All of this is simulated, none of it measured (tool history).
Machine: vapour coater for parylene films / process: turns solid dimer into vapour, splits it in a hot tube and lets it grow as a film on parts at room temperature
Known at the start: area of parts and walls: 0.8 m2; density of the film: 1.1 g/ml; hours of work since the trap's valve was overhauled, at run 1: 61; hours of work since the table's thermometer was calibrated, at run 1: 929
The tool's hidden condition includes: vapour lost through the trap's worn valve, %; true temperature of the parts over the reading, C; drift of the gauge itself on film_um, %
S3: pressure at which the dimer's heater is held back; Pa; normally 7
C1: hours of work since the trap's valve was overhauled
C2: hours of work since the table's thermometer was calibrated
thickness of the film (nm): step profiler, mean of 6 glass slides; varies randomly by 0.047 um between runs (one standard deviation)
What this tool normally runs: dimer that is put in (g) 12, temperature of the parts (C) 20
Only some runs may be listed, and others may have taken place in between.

run 1 day=0 | dimer_that_is_put_in_(g)=12 temperature_of_the_parts_(C)=20 S3=7 | C1=61 C2=929 | thickness_of_the_film_(nm)=8860
run 2 day=1.104 | dimer_that_is_put_in_(g)=12 temperature_of_the_parts_(C)=20 S3=10.67 | C1=83 C2=952 | thickness_of_the_film_(nm)=7940
run 3 day=2.1 | dimer_that_is_put_in_(g)=12 temperature_of_the_parts_(C)=20 S3=7 | C1=103 C2=971 | thickness_of_the_film_(nm)=8680
run 4 day=2.9 | dimer_that_is_put_in_(g)=12 temperature_of_the_parts_(C)=20 S3=2.9 | C1=119 C2=987 | thickness_of_the_film_(nm)=10540
run 5 day=4.192 | dimer_that_is_put_in_(g)=12 temperature_of_the_parts_(C)=20 S3=2.9 | C1=145 C2=1013 | thickness_of_the_film_(nm)=10480
run 6 day=5.596 | dimer_that_is_put_in_(g)=12 temperature_of_the_parts_(C)=20 S3=7 | C1=173 C2=1041 | thickness_of_the_film_(nm)=8400
run 7 day=6.488 | dimer_that_is_put_in_(g)=12 temperature_of_the_parts_(C)=20 S3=7 | C1=191 C2=1059 | thickness_of_the_film_(nm)=8420
run 8 day=7.833 | dimer_that_is_put_in_(g)=12 temperature_of_the_parts_(C)=20 S3=4.13 | C1=217 C2=1086 | thickness_of_the_film_(nm)=9370
-- day=8.212 trap's valve overhauled
run 9 day=9.008 | dimer_that_is_put_in_(g)=12 temperature_of_the_parts_(C)=20 S3=7 | C1=16 C2=1106 | thickness_of_the_film_(nm)=9110
run 10 day=10.112 | dimer_that_is_put_in_(g)=12 temperature_of_the_parts_(C)=20 S3=7 | C1=38 C2=1128 | thickness_of_the_film_(nm)=9060
run 11 day=10.958 | dimer_that_is_put_in_(g)=12 temperature_of_the_parts_(C)=20 S3=7 | C1=55 C2=1145 | thickness_of_the_film_(nm)=8880
run 12 day=11.854 | dimer_that_is_put_in_(g)=12 temperature_of_the_parts_(C)=20 S3=7 | C1=73 C2=1163 | thickness_of_the_film_(nm)=8870
-- day=11.971 table's thermometer calibrated
run 13 day=12.933 | dimer_that_is_put_in_(g)=12 temperature_of_the_parts_(C)=20 S3=7 | C1=93 C2=19 | thickness_of_the_film_(nm)=8870
run 14 day=13.725 | dimer_that_is_put_in_(g)=12 temperature_of_the_parts_(C)=20 S3=4.97 | C1=109 C2=35 | thickness_of_the_film_(nm)=9600
run 15 day=14.967 | dimer_that_is_put_in_(g)=12 temperature_of_the_parts_(C)=20 S3=4.97 | C1=134 C2=60 | thickness_of_the_film_(nm)=9440
run 16 day=16.079 | dimer_that_is_put_in_(g)=5 temperature_of_the_parts_(C)=25 S3=3.92 | C1=156 C2=82 | thickness_of_the_film_(nm)=3630
-- day=17.096 table's thermometer calibrated, once more
run 17 day=17.192 | dimer_that_is_put_in_(g)=17 temperature_of_the_parts_(C)=22 S3=3.92 | C1=178 C2=2 | thickness_of_the_film_(nm)=12650
run 18 day=18.617 | dimer_that_is_put_in_(g)=8 temperature_of_the_parts_(C)=20 S3=6.79 | C1=206 C2=30 | thickness_of_the_film_(nm)=5540
-- day=19.558 trap's valve overhauled
run 19 day=19.692 | dimer_that_is_put_in_(g)=8 temperature_of_the_parts_(C)=20 S3=6.79 | C1=3 C2=49 | thickness_of_the_film_(nm)=5920
run 20 day=21.004 | dimer_that_is_put_in_(g)=10 temperature_of_the_parts_(C)=21 S3=7.97 | C1=29 C2=75 | thickness_of_the_film_(nm)=6960
run 21 day=21.65 | dimer_that_is_put_in_(g)=13 temperature_of_the_parts_(C)=27 S3=4.38 | C1=42 C2=88 | thickness_of_the_film_(nm)=8750
run 22 day=22.562 | dimer_that_is_put_in_(g)=12 temperature_of_the_parts_(C)=18 S3=2.82 | C1=60 C2=106 | thickness_of_the_film_(nm)=11410
run 23 day=23.862 | dimer_that_is_put_in_(g)=8 temperature_of_the_parts_(C)=14 S3=10.45 | C1=86 C2=132 | thickness_of_the_film_(nm)=6230
run 24 day=24.6 | dimer_that_is_put_in_(g)=11 temperature_of_the_parts_(C)=19 S3=10.45 | C1=101 C2=147 | thickness_of_the_film_(nm)=7350
run 25 day=25.204 | dimer_that_is_put_in_(g)=9 temperature_of_the_parts_(C)=32 S3=6.85 | C1=113 C2=159 | thickness_of_the_film_(nm)=4640
run 26 day=26.158 | dimer_that_is_put_in_(g)=14 temperature_of_the_parts_(C)=32 S3=6.85 | C1=132 C2=178 | thickness_of_the_film_(nm)=7190
run 27 day=27.475 | dimer_that_is_put_in_(g)=12 temperature_of_the_parts_(C)=19 S3=3.8 | C1=158 C2=204 | thickness_of_the_film_(nm)=9960
run 28 day=28.896 | dimer_that_is_put_in_(g)=12 temperature_of_the_parts_(C)=19 S3=3.8 | C1=186 C2=232 | thickness_of_the_film_(nm)=9780
run 29 day=30.267 | dimer_that_is_put_in_(g)=17 temperature_of_the_parts_(C)=19 S3=6.21 | C1=214 C2=260 | thickness_of_the_film_(nm)=12240

Across each entry between runs, compare the hidden state at the last listed run before it with the hidden state at the first listed run after it:
In the gap between runs 8 and 9: trap's valve overhauled (day 8.212)
  vapour lost through the trap's worn valve, %: 9.6 -> 0.7; true temperature of the parts over the reading, C: -1.02 -> -1.04
  what was measured, less what the result would be without the hidden state, thickness of the film (nm): -720 -> +180
In the gap between runs 12 and 13: table's thermometer calibrated (day 11.971)
  vapour lost through the trap's worn valve, %: 2.9 -> 3.8; true temperature of the parts over the reading, C: -1.09 -> -1.3
  what was measured, less what the result would be without the hidden state, thickness of the film (nm): -10 -> -20
In the gap between runs 16 and 17: table's thermometer calibrated, once more (day 17.096)
  vapour lost through the trap's worn valve, %: 6.3 -> 7; true temperature of the parts over the reading, C: -1.35 -> -0.03
  what was measured, less what the result would be without the hidden state, thickness of the film (nm): -100 -> -950
In the gap between runs 18 and 19: trap's valve overhauled (day 19.558)
  vapour lost through the trap's worn valve, %: 8.2 -> 0.3; true temperature of the parts over the reading, C: -0.05 -> -0.07
  what was measured, less what the result would be without the hidden state, thickness of the film (nm): -480 -> +0
